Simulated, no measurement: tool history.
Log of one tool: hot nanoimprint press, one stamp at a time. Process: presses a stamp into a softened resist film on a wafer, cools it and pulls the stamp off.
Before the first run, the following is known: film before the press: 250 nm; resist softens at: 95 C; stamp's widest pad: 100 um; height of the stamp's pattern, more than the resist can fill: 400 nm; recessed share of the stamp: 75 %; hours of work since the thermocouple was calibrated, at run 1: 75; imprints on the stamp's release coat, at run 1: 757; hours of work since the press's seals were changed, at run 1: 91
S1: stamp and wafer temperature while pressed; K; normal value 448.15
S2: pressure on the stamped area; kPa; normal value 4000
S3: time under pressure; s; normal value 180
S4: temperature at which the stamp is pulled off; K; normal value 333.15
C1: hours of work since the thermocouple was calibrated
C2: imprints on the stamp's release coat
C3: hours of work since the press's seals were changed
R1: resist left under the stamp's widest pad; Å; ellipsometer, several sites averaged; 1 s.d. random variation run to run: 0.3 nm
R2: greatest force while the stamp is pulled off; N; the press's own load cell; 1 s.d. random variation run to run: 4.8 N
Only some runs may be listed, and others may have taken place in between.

run   hour      S1    S2   S3      S4   C1   C2   C3    R1   R2
  1      0  448.15  4000  180  333.15   75  757   91  1456  295
  2      5  448.15  4000  340  333.15   77  768   94  1155  285
  3   11.4  448.15  4000  312  333.15   80  782   97  1200  294
  4   18.8  448.15  4000  312  333.15   84  798  100  1200  288
  5     25  448.15  4000  312  333.15   87  812  103  1201  286
  6   31.8  448.15  4000  312  333.15   90  827  107  1197  289
  7   38.2  448.15  4000  312  333.15   93  841  110  1204  312
  8     43  448.15  4000  312  333.15   95  851  112  1203  280
  9   50.7  448.15  4000  312  333.15   99  868  116  1205  306
 10   56.3  448.15  4000  180  332.15  102  880  119  1460  301
 11   63.4  448.15  4000  180  332.15  105  896  122  1462  307
 12   70.6  448.15  4000  180  332.15  109  912  125  1463  305
 13   78.6  448.15  4000  180  333.15  113  929  129  1457  300
 14   84.8  448.15  4000  106  333.15  116  943  132  1706  294
 15   92.6  448.15  4000  106  333.15  120  960  136  1712  300
 16  102.2  448.15  4000  106  333.15  124  981  141  1715  306

The next listed run, before its measurement:
 17  109.6  448.15  4000  106  333.15  128  998  144   ?   ?

For run 17 the tool returned R1 1711 Å, R2 305 N.
Had the tool carried no hidden state, the very same run would have given R1 1692 Å, R2 234 N.
